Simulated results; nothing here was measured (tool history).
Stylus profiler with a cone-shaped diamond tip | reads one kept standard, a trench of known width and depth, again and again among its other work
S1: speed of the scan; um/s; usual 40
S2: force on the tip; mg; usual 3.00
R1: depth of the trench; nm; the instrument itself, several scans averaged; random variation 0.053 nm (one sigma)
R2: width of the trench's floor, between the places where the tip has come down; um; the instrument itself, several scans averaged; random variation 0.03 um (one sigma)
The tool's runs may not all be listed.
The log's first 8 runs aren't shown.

{"run": 9, "hour": 667.3, "S1": 19, "S2": 3.0, "R1": 101.34, "R2": 28.56}
{"run": 10, "hour": 728.2, "S1": 19, "S2": 3.0, "R1": 101.38, "R2": 28.52}
{"run": 11, "hour": 789.1, "S1": 19, "S2": 1.14, "R1": 100.67, "R2": 28.53}
{"run": 12, "hour": 877.2, "S1": 19, "S2": 1.14, "R1": 100.84, "R2": 28.5}
{"run": 13, "hour": 957.3, "S1": 19, "S2": 1.14, "R1": 100.69, "R2": 28.53}
{"run": 14, "hour": 1040.4, "S1": 19, "S2": 1.14, "R1": 100.8, "R2": 28.51}
{"run": 15, "hour": 1092.5, "S1": 40, "S2": 3.0, "R1": 101.3, "R2": 28.46}
{"run": 16, "hour": 1158.2, "S1": 40, "S2": 1.54, "R1": 100.84, "R2": 28.49}
{"run": 17, "hour": 1256.3, "S1": 40, "S2": 1.07, "R1": 100.69, "R2": 28.46}
{"run": 18, "hour": 1332.8, "S1": 96, "S2": 3.33, "R1": 101.5, "R2": 28.37}
{"run": 19, "hour": 1409.1, "S1": 102, "S2": 1.16, "R1": 100.72, "R2": 28.22}
{"run": 20, "hour": 1487.1, "S1": 34, "S2": 2.29, "R1": 101.17, "R2": 28.49}
{"run": 21, "hour": 1534.2, "S1": 30, "S2": 1.04, "R1": 100.74, "R2": 28.41}
{"run": 22, "hour": 1612.0, "S1": 12, "S2": 3.73, "R1": 101.58, "R2": 28.55}
{"run": 23, "hour": 1714.5, "S1": 92, "S2": 3.19, "R1": 101.43, "R2": 28.36}
{"run": 24, "hour": 1824.3, "S1": 16, "S2": 5.89, "R1": 102.21, "R2": 28.58}
{"run": 25, "hour": 1880.3, "S1": 16, "S2": 5.89, "R1": 102.18, "R2": 28.55}
{"run": 26, "hour": 1989.5, "S1": 45, "S2": 2.21, "R1": 100.99, "R2": 28.43}
{"run": 27, "hour": 2070.8, "S1": 31, "S2": 1.92, "R1": 100.98, "R2": 28.51}
{"run": 28, "hour": 2130.6, "S1": 118, "S2": 6.63, "R1": 102.3, "R2": 28.34}
{"hour": 2209.5, "done": "height scale calibrated on a step standard"}
{"run": 29, "hour": 2236.5, "S1": 60, "S2": 1.84, "R1": 100.97, "R2": 28.39}
{"run": 30, "hour": 2345.8, "S1": 60, "S2": 1.84, "R1": 100.97, "R2": 28.33}
{"hour": 2357.1, "done": "new tip fitted, height scale calibrated"}
{"run": 31, "hour": 2413.7, "S1": 15, "S2": 2.46, "R1": 101.26, "R2": 28.54}

Forecast each of these 3 alternatives for the next run:
{"run": "A", "hour": 2508.2, "S1": 48, "S2": 2.36, "R1": "?", "R2": "?"}
{"run": "B", "hour": 2508.2, "S1": 64, "S2": 2.87, "R1": "?", "R2": "?"}
{"run": "C", "hour": 2508.2, "S1": 73, "S2": 1.88, "R1": "?", "R2": "?"}

run=A R1=101.20 R2=28.47
run=B R1=101.32 R2=28.49
run=C R1=101.06 R2=28.45
Without the tool's hidden state the same runs would have given:
run=A R1=101.20 R2=28.47
run=B R1=101.32 R2=28.50
run=C R1=101.06 R2=28.45
